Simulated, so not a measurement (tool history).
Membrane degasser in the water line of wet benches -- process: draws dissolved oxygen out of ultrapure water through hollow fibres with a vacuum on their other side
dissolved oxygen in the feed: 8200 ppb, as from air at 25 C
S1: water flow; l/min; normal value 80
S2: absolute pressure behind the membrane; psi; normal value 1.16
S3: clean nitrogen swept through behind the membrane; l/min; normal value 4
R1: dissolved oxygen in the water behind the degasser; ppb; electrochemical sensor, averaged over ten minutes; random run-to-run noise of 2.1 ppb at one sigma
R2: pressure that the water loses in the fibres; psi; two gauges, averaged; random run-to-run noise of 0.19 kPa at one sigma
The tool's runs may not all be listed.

run	hour	S1	S2	S3	R1	R2
1	0	80	1.16	4	225.3	5.758
2	110.3	80	1.16	4	227.5	5.743
3	189.6	80	1.16	4	230.9	5.793
4	267.8	80	1.16	4	228.5	5.79
5	328.1	80	1.16	4	230.6	5.751
6	430	80	1.16	4	234.4	5.764
7	520.5	80	1.16	4	229.2	5.773
# hour 529: vacuum gauge calibrated
8	652.5	80	1.16	4	210.3	5.788
9	771.5	80	0.834	4	117.7	5.822
10	878.3	80	0.834	4	117.4	5.797
11	973.2	80	1.16	4	218.4	5.825
12	1099	80	1.16	3.27	253.1	5.812
13	1180.8	80	1.16	3.27	255.6	5.794
14	1271	80	1.16	3.27	251	5.777
15	1402	54	1.16	4	153.4	3.91
16	1480.5	54	1.16	4	152.8	3.917
17	1574.8	103	1.935	4	547.3	7.536
18	1702.5	64	1.053	2.9	201.4	4.666
19	1776.1	64	1.053	2.9	200.7	4.647
20	1842.6	80	0.766	4	100.5	5.825
21	1900.2	50	0.766	4	64.7	3.643
22	2036.3	50	0.766	4	65.1	3.652
23	2115.3	50	0.766	4	66.4	3.683
24	2191.7	80	1.16	9.27	104.7	5.799
25	2325.2	80	1.604	4.65	309.7	5.851
26	2404.7	71	0.982	7.82	82.5	5.211
27	2482.2	53	2.532	7.12	251.9	3.891
28	2538.5	53	2.532	5.21	336.3	3.868
29	2674.5	53	0.857	3.92	91.6	3.894
30	2789.1	80	2.046	1.68	934.5	5.912
31	2902.6	80	2.046	1.68	910.3	5.926
32	3007.1	107	1.814	4	519.4	7.809

Forecast each of these 3 alternatives for the next run:
A	3134.2	98	1.89	4.68	?	?
B	3134.2	80	2.251	4	?	?
C	3134.2	107	1.814	2.2	?	?

run	R1	R2
A	445.6	7.227
B	526.6	5.907
C	825.7	7.877
What these runs would have given with no unlogged condition in the tool:
run	R1	R2
A	433.1	6.934
B	514.9	5.667
C	805	7.556
